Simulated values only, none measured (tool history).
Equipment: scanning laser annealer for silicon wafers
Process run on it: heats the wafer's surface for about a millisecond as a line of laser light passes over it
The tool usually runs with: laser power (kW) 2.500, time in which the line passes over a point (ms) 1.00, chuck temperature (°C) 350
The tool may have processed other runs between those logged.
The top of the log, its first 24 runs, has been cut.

run   hour  laser power (kW)  time in which the line passes over a point (ms)  chuck temperature (°C)  highest temperature of the surface (°C)
 25  456.5             2.500                                             1.24                     358                                     1214
 26  481.6             2.500                                             1.24                     358                                     1211
 27  507.9             2.500                                             1.24                     358                                     1213
 28  519.3             2.506                                             0.76                     331                                     1023
     538.6  -- window over the wafer cleaned
 29  543.6             2.506                                             0.76                     331                                     1021
 30  566.5             2.506                                             0.76                     331                                     1021
 31  586.6             2.506                                             0.71                     323                                      991
 32  597.5             2.297                                             0.78                     350                                      973
     610.8  -- optics aligned, line set to its width
 33  618.5             2.297                                             0.78                     350                                      972
 34  640.1             2.517                                             0.86                     368                                     1106
 35  663.2             2.517                                             0.83                     334                                     1057
 36  684.3             2.246                                             0.91                     331                                      978
 37  701.8             2.129                                             1.11                     337                                      997
 38  727.0             2.744                                             0.86                     326                                     1148
 39  750.9             2.744                                             0.86                     326                                     1145
 40  763.1             2.744                                             0.86                     326                                     1149

Branching from run 40: 4 alternative next runs. What would each branch give?
  A  779.8             2.594                                             0.84                     350                                        ?
  B  779.8             2.500                                             1.21                     350                                        ?
  C  779.8             2.744                                             1.24                     326                                        ?
  D  779.8             2.602                                             0.85                     369                                        ?

run  highest temperature of the surface (°C)
  A                                     1106
  B                                     1192
  C                                     1290
  D                                     1129
The same runs, with their run-to-run variation unchanged, on a tool lacking any hidden condition would have given:
run  highest temperature of the surface (°C)
  A                                     1107
  B                                     1193
  C                                     1290
  D                                     1130
